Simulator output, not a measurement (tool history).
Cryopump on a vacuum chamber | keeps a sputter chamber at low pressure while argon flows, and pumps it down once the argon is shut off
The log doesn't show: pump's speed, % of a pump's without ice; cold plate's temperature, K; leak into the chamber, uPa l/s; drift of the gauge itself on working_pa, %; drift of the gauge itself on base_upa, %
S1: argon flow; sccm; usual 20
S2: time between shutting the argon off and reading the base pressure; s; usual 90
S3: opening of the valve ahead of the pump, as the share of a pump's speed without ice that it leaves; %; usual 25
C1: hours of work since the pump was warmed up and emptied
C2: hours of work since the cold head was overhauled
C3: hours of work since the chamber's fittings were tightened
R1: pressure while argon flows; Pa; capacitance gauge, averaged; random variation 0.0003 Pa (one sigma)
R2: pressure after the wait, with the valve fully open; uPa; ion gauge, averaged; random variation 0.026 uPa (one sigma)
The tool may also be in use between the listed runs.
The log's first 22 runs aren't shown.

Run 23, hour 593.6: usual settings but S1 12 sccm, S2 56 s; C1 157; C2 539; C3 3423. Result: R1 0.0463 Pa, R2 2.08 uPa.
Run 24, hour 610.8: usual settings but S2 43 s, S3 17 %; C1 165; C2 547; C3 3431. Result: R1 0.1124 Pa, R2 2.53 uPa.
Run 25, hour 642.3: usual settings but S1 8 sccm; C1 180; C2 563; C3 3446. Result: R1 0.0308 Pa, R2 1.63 uPa.
Run 26, hour 661.5: usual settings but S1 8 sccm; C1 190; C2 572; C3 3456. Result: R1 0.0310 Pa, R2 1.59 uPa.
Run 27, hour 682.4: usual settings but S1 14 sccm, S2 59 s; C1 200; C2 582; C3 3466. Result: R1 0.0545 Pa, R2 2.11 uPa.
Run 28, hour 718.3: usual settings but S1 24 sccm, S2 61 s, S3 23 %; C1 217; C2 599; C3 3483. Result: R1 0.1009 Pa, R2 2.10 uPa.
Run 29, hour 744.9: usual settings but S1 9 sccm, S2 119 s; C1 230; C2 612; C3 3496. Result: R1 0.0350 Pa, R2 1.44 uPa.
Run 30, hour 778.7: usual settings but S1 16 sccm, S2 133 s, S3 22 %; C1 246; C2 628; C3 3512. Result: R1 0.0706 Pa, R2 1.36 uPa.

Forecast each of these 5 alternatives for the next run:
Run A, hour 794.3: usual settings but S1 16 sccm, S2 26 s, S3 22 %; C1 254; C2 636; C3 3520. Result: R1 ?, R2 ?.
Run B, hour 794.3: usual settings but S1 21 sccm, S2 35 s, S3 23 %; C1 254; C2 636; C3 3520. Result: R1 ?, R2 ?.
Run C, hour 794.3: usual settings but S1 17 sccm, S3 18 %; C1 254; C2 636; C3 3520. Result: R1 ?, R2 ?.
Run D, hour 794.3: usual settings but S1 10 sccm, S2 99 s, S3 37 %; C1 254; C2 636; C3 3520. Result: R1 ?, R2 ?.
Run E, hour 794.3: usual settings but S1 12 sccm, S2 133 s, S3 22 %; C1 254; C2 636; C3 3520. Result: R1 ?, R2 ?.

run      R1    R2
  A  0.0706  4.04
  B  0.0884  3.05
  C  0.0911  1.64
  D  0.0269  1.62
  E  0.0530  1.37
Without the tool's hidden state the same runs would have given:
run      R1    R2
  A  0.0682  3.46
  B  0.0853  2.49
  C  0.0886  1.08
  D  0.0254  1.04
  E  0.0512  0.80
